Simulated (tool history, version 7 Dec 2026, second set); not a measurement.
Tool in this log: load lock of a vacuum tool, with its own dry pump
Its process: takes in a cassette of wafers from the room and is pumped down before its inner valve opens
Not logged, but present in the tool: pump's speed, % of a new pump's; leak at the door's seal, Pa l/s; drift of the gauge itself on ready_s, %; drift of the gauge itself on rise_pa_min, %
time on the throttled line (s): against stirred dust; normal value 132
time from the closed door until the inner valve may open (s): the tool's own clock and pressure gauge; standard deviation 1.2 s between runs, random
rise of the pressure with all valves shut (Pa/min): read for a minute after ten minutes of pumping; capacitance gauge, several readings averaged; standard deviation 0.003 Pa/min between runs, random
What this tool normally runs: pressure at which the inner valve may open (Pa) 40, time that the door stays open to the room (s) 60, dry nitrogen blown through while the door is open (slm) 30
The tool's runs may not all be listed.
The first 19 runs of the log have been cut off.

run    hour  time on the throttled line (s)  pressure at which the inner valve may open (Pa)  time that the door stays open to the room (s)  dry nitrogen blown through while the door is open (slm)  hours that the pump has run since its overhaul  times that the door has closed on its seal  incoming humidity of the room's air, %  time from the closed door until the inner valve may open (s)  rise of the pressure with all valves shut (Pa/min)
 20  2450.5                              77                                               73                                             56                                                       30                                            5976                                        8759                                    50.6                                                         138.9                                               0.044
 21  2568.1                              77                                               28                                             56                                                       30                                            6093                                        9179                                    46.1                                                         147.0                                               0.045
 22  2702.2                             121                                               28                                             56                                                       30                                            6227                                        9659                                    45.0                                                         187.7                                               0.047
 23  2821.5                             121                                               28                                             26                                                       30                                            6347                                       10085                                    42.9                                                         186.8                                               0.040
 24  2925.6                             106                                               76                                            189                                                        5                                            6451                                       10457                                    40.3                                                         164.1                                               0.095
 25  3112.7                              70                                               73                                             90                                                       29                                            6638                                       11126                                    44.0                                                         131.1                                               0.057
 26  3189.4                              70                                               73                                             90                                                       29                                            6715                                       11400                                    41.5                                                         132.5                                               0.058
 27  3299.0                             132                                               53                                            218                                                       30                                            6824                                       11792                                    45.0                                                         191.0                                               0.089
 28  3464.8                             132                                               53                                            218                                                       30                                            6990                                       12384                                    43.6                                                         190.7                                               0.085
 29  3624.1                              72                                               35                                            158                                                       10                                            7149                                       12954                                    46.2                                                         141.0                                               0.100
 30  3765.3                              72                                               35                                            158                                                       10                                            7291                                       13459                                    46.5                                                         141.6                                               0.103
 31  3936.6                             204                                               40                                             60                                                       21                                            7462                                       14071                                    45.4                                                         261.1                                               0.063
 32  4061.7                             204                                               40                                             60                                                       21                                            7587                                       14518                                    43.4                                                         257.7                                               0.070
 33  4150.3                             204                                               40                                             60                                                       21                                            7676                                       14835                                    43.7                                                         258.3                                               0.063

Here are 5 independent what-if runs from the current tool condition. What would each one return?
  A  4337.0                             139                                               40                                             60                                                       21                                            7862                                       15502                                    44.9                                                             ?                                                   ?
  B  4337.0                             204                                               40                                             60                                                        6                                            7862                                       15502                                    44.7                                                             ?                                                   ?
  C  4337.0                             132                                               40                                             60                                                       10                                            7862                                       15502                                    48.0                                                             ?                                                   ?
  D  4337.0                             112                                               40                                             60                                                       30                                            7862                                       15502                                    44.8                                                             ?                                                   ?
  E  4337.0                             246                                               40                                             60                                                       21                                            7862                                       15502                                    48.5                                                             ?                                                   ?

run  time from the closed door until the inner valve may open (s)  rise of the pressure with all valves shut (Pa/min)
  A                                                         200.7                                               0.069
  B                                                         260.0                                               0.075
  C                                                         192.8                                               0.082
  D                                                         176.8                                               0.061
  E                                                         297.7                                               0.073
Without the tool's unlogged condition, the same runs would have read:
run  time from the closed door until the inner valve may open (s)  rise of the pressure with all valves shut (Pa/min)
  A                                                         195.2                                               0.027
  B                                                         255.1                                               0.034
  C                                                         187.3                                               0.041
  D                                                         171.0                                               0.020
  E                                                         293.2                                               0.033
